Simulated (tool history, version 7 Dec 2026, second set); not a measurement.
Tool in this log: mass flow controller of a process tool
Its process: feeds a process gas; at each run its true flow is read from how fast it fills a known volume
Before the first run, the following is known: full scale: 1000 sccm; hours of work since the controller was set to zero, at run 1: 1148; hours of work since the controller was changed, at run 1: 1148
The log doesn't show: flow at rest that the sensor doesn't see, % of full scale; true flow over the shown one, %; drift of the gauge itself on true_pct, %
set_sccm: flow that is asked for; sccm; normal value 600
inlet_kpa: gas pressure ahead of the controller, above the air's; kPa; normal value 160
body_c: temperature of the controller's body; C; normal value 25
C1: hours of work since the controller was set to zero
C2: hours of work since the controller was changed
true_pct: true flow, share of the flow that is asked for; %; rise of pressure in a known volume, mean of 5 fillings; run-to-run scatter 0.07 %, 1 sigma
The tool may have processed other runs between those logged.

Run 1, hour 0: usual settings; C1 1148; C2 1148. Result: true_pct 98.99 %.
Run 2, hour 88.1: usual settings but body_c 26 C; C1 1179; C2 1179. Result: true_pct 98.86 %.
Run 3, hour 146.6: usual settings; C1 1200; C2 1200. Result: true_pct 99.02 %.
Run 4, hour 242.5: usual settings; C1 1234; C2 1234. Result: true_pct 99.01 %.
Run 5, hour 329: usual settings; C1 1264; C2 1264. Result: true_pct 99.03 %.
Run 6, hour 386.2: usual settings but body_c 22 C; C1 1284; C2 1284. Result: true_pct 99.16 %.
Run 7, hour 464.1: usual settings; C1 1312; C2 1312. Result: true_pct 98.96 %.
Run 8, hour 536.2: usual settings; C1 1337; C2 1337. Result: true_pct 98.89 %.
Run 9, hour 596.6: usual settings but set_sccm 100 sccm, body_c 36 C; C1 1359; C2 1359. Result: true_pct 97.13 %.
Run 10, hour 670.6: usual settings but set_sccm 463 sccm, inlet_kpa 149 kPa, body_c 29 C; C1 1385; C2 1385. Result: true_pct 98.48 %.
Run 11, hour 745.1: usual settings but set_sccm 242 sccm; C1 1411; C2 1411. Result: true_pct 98.16 %.
Run 12, hour 823.7: usual settings but set_sccm 154 sccm, inlet_kpa 193 kPa, body_c 23 C; C1 1439; C2 1439. Result: true_pct 98.28 %.
Run 13, hour 915.7: usual settings but set_sccm 427 sccm, inlet_kpa 167 kPa, body_c 31 C; C1 1471; C2 1471. Result: true_pct 98.14 %.
Run 14, hour 1000.5: usual settings but set_sccm 697 sccm, inlet_kpa 169 kPa, body_c 24 C; C1 1501; C2 1501. Result: true_pct 99.28 %.
Run 15, hour 1070: usual settings but set_sccm 424 sccm, inlet_kpa 146 kPa; C1 1526; C2 1526. Result: true_pct 98.63 %.

Predict each of these 3 candidate next runs independently; none follows another, all start after run 15:
Run A, hour 1138.2: usual settings but set_sccm 358 sccm, inlet_kpa 221 kPa, body_c 31 C; C1 1550; C2 1550. Result: true_pct ?.
Run B, hour 1138.2: usual settings but set_sccm 178 sccm, inlet_kpa 263 kPa, body_c 31 C; C1 1550; C2 1550. Result: true_pct ?.
Run C, hour 1138.2: usual settings but body_c 36 C; C1 1550; C2 1550. Result: true_pct ?.

run  true_pct
  A      98.2
  B     98.14
  C     98.43
With the hidden condition removed and each run's random variation left untouched, the same runs would have given:
run  true_pct
  A      98.2
  B     98.14
  C     98.43
